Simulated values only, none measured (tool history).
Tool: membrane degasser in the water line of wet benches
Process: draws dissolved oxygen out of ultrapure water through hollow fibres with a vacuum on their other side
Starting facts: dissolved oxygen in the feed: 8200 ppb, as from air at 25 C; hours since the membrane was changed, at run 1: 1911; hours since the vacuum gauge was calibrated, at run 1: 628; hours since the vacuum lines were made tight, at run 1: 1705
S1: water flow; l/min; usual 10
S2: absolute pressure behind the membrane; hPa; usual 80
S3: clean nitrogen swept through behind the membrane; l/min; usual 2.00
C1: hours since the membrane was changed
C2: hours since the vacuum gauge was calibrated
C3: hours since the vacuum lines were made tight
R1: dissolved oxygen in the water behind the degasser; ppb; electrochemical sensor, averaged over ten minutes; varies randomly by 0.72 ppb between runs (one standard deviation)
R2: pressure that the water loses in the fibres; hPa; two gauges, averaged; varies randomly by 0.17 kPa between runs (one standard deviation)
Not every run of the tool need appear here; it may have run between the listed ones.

{"run": 1, "day": 0.0, "S1": 10, "S2": 80, "S3": 2.0, "C1": 1911, "C2": 628, "C3": 1705, "R1": 67.5, "R2": 275.3}
{"run": 2, "day": 5.725, "S1": 10, "S2": 80, "S3": 2.0, "C1": 2049, "C2": 766, "C3": 1842, "R1": 66.7, "R2": 275.3}
{"run": 3, "day": 9.688, "S1": 10, "S2": 80, "S3": 3.98, "C1": 2144, "C2": 861, "C3": 1937, "R1": 39.0, "R2": 274.9}
{"run": 4, "day": 15.288, "S1": 10, "S2": 80, "S3": 3.98, "C1": 2278, "C2": 995, "C3": 2072, "R1": 38.1, "R2": 273.6}
{"run": 5, "day": 21.342, "S1": 9, "S2": 80, "S3": 2.0, "C1": 2423, "C2": 1140, "C3": 2217, "R1": 59.5, "R2": 247.0}
{"run": 6, "day": 26.021, "S1": 9, "S2": 80, "S3": 2.0, "C1": 2536, "C2": 1253, "C3": 2329, "R1": 60.0, "R2": 249.8}
{"run": 7, "day": 29.029, "S1": 10, "S2": 80, "S3": 2.0, "C1": 2608, "C2": 1325, "C3": 2402, "R1": 67.2, "R2": 272.5}
{"run": 8, "day": 33.638, "S1": 10, "S2": 80, "S3": 1.03, "C1": 2718, "C2": 1436, "C3": 2512, "R1": 121.3, "R2": 276.8}
{"run": 9, "day": 39.938, "S1": 10, "S2": 80, "S3": 2.0, "C1": 2870, "C2": 1587, "C3": 2664, "R1": 67.3, "R2": 275.5}
{"run": 10, "day": 43.783, "S1": 10, "S2": 80, "S3": 2.0, "C1": 2962, "C2": 1679, "C3": 2756, "R1": 68.5, "R2": 274.0}
{"run": 11, "day": 47.671, "S1": 10, "S2": 80, "S3": 2.0, "C1": 3055, "C2": 1772, "C3": 2849, "R1": 67.7, "R2": 278.8}
{"run": 12, "day": 51.833, "S1": 10, "S2": 80, "S3": 0.81, "C1": 3155, "C2": 1872, "C3": 2949, "R1": 146.7, "R2": 275.6}
{"run": 13, "day": 55.412, "S1": 8, "S2": 80, "S3": 0.81, "C1": 3241, "C2": 1958, "C3": 3035, "R1": 121.7, "R2": 219.0}
{"run": 14, "day": 60.867, "S1": 10, "S2": 80, "S3": 2.0, "C1": 3372, "C2": 2089, "C3": 3166, "R1": 67.8, "R2": 278.2}
{"run": 15, "day": 64.883, "S1": 10, "S2": 80, "S3": 2.0, "C1": 3468, "C2": 2185, "C3": 3262, "R1": 68.0, "R2": 277.1}
{"run": 16, "day": 68.596, "S1": 12, "S2": 80, "S3": 2.0, "C1": 3558, "C2": 2275, "C3": 3351, "R1": 83.8, "R2": 333.8}

Predict the results of run 17:
{"run": 17, "day": 74.4, "S1": 12, "S2": 80, "S3": 2.0, "C1": 3697, "C2": 2414, "C3": 3491, "R1": "?", "R2": "?"}

{"run 17": {"R1": 84.1, "R2": 336.6}}
With the hidden condition absent and the run-to-run variation left alone, this run would have shown R1 80.4 ppb, R2 331.0 hPa.

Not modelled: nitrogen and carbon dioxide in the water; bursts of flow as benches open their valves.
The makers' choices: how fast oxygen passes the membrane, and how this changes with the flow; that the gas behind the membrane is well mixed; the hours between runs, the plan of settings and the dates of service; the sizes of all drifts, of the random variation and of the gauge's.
